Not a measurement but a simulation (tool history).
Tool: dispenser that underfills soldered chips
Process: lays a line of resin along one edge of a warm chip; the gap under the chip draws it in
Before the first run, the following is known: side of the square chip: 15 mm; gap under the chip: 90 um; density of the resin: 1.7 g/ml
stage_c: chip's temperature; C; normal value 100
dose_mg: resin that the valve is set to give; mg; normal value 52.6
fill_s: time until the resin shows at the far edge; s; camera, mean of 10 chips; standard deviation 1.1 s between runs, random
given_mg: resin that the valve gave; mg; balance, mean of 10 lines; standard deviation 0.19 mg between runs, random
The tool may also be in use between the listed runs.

run	hour	stage_c	dose_mg	fill_s	given_mg
1	0.0	100	52.6	173.1	52.49
2	4.0	100	52.6	215.5	52.25
# hour 7.3: new syringe of resin
3	7.5	100	52.6	101.2	52.53
4	10.4	100	52.6	120.4	52.36
5	14.6	100	52.6	148.9	52.01
6	19.7	93	52.6	238.1	51.95
# hour 24.6: new syringe of resin
7	25.7	93	52.6	132.2	52.32
8	30.6	93	52.6	169.8	52.36
9	33.7	103	52.6	148.1	52.14
10	37.7	103	52.6	183.9	51.99
11	40.6	103	52.6	219.0	51.95
# hour 42.0: new syringe of resin
12	43.4	103	52.6	100.5	52.07
13	46.4	107	56.4	106.0	55.75
14	50.1	100	46.7	161.0	45.85
15	55.2	100	51.2	209.2	50.21
16	58.4	85	61.6	381.0	60.74
# hour 59.5: new syringe of resin
17	63.6	88	52.6	175.5	51.66
18	67.8	88	52.6	219.9	51.63
# hour 70.5: dispensing valve cleaned and set on the balance
19	72.8	98	45.8	208.7	45.89
20	76.3	88	57.3	330.3	57.16
# hour 77.9: new syringe of resin
21	79.2	113	54.5	74.1	54.58
22	84.9	90	54.5	191.6	54.59

5 ways to go on from here, each from the tool as it stands after run 22. What would each give?
A	90.5	96	66.3	?	?
B	90.5	85	52.6	?	?
C	90.5	89	45.3	?	?
D	90.5	113	45.0	?	?
E	90.5	99	44.7	?	?

run	fill_s	given_mg
A	216.5	66.06
B	304.8	52.36
C	283.9	45.26
D	139.0	44.80
E	209.2	44.40
Had the tool no hidden state, the same runs would have come out as:
run	fill_s	given_mg
A	112.0	66.46
B	157.8	52.67
C	147.0	45.53
D	71.8	45.08
E	108.3	44.67
